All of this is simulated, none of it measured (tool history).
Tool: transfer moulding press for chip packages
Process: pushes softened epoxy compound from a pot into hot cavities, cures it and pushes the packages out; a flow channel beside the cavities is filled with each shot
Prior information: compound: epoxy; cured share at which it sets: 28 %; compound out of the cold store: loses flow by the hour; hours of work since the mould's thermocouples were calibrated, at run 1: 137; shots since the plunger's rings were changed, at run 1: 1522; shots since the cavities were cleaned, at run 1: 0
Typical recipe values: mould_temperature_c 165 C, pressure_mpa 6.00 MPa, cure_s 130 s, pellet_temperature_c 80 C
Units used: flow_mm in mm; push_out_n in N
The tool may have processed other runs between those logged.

run   hour  mould_temperature_c  pressure_mpa  cure_s  pellet_temperature_c  hours of work since the mould's thermocouples were calibrated  shots since the plunger's rings were changed  shots since the cavities were cleaned  incoming compound's hours out of the cold store  flow_mm  push_out_n
  1    0.0                  165          6.00     130                    80                                                            137                                          1522                                      0                                             41.3      729         260
  2   36.5                  165          6.00     130                    80                                                            153                                          1770                                    248                                              9.3      873         304
  3   91.4                  165          6.00     130                    80                                                            178                                          2143                                    621                                             38.1      743         347
     173.0  -- cavities cleaned with cleaning compound and waxed
  4  173.0                  165          5.97     130                    80                                                            213                                          2687                                      0                                             39.7      724         275
  5  208.4                  165          6.00     130                    80                                                            229                                          2928                                    241                                             14.3      837         316
  6  265.2                  165          6.00     130                    80                                                            254                                          3314                                    627                                             23.5      793         347
  7  304.9                  165          6.00     130                    80                                                            272                                          3584                                    897                                             27.0      777         370
     343.2  -- cavities cleaned with cleaning compound and waxed
  8  371.0                  165          6.00     130                    80                                                            300                                          4023                                    189                                             22.7      791         292
  9  427.1                  171          6.00     130                    80                                                            325                                          4404                                    570                                             38.5      700         324
 10  485.3                  171          6.00     130                    80                                                            351                                          4800                                    966                                             11.5      813         342
     508.6  -- plunger's sealing rings changed
     519.5  -- cavities cleaned with cleaning compound and waxed
 11  542.0                  165          6.00     130                    80                                                            375                                           217                                    153                                             42.3      731         289
 12  577.9                  165          6.00     130                    80                                                            391                                           461                                    397                                             36.0      758         332
     603.6  -- mould's thermocouples calibrated
 13  652.1                  165          6.00     127                    80                                                             22                                           952                                    888                                             28.7      778         362
     693.3  -- cavities cleaned with cleaning compound and waxed
 14  700.3                  165          6.00     165                    80                                                             42                                          1269                                     48                                             20.0      816         252
     756.3  -- mould's thermocouples calibrated, once more
 15  765.7                  165          5.00     128                    86                                                              4                                          1700                                    479                                             12.0      784         342
 16  808.0                  165          6.00     124                    80                                                             23                                          1988                                    767                                             45.3      714         375

Run 17 is up next; what results do you expect?
 17  846.6                  165          6.00     146                    87                                                             40                                          2250                                   1029                                             38.9        ?           ?

{"run 17": {"flow_mm": 731, "push_out_n": 352}}
If the tool had no hidden condition, the same run with the same run-to-run variation would have returned flow_mm 746 mm, push_out_n 246 N.

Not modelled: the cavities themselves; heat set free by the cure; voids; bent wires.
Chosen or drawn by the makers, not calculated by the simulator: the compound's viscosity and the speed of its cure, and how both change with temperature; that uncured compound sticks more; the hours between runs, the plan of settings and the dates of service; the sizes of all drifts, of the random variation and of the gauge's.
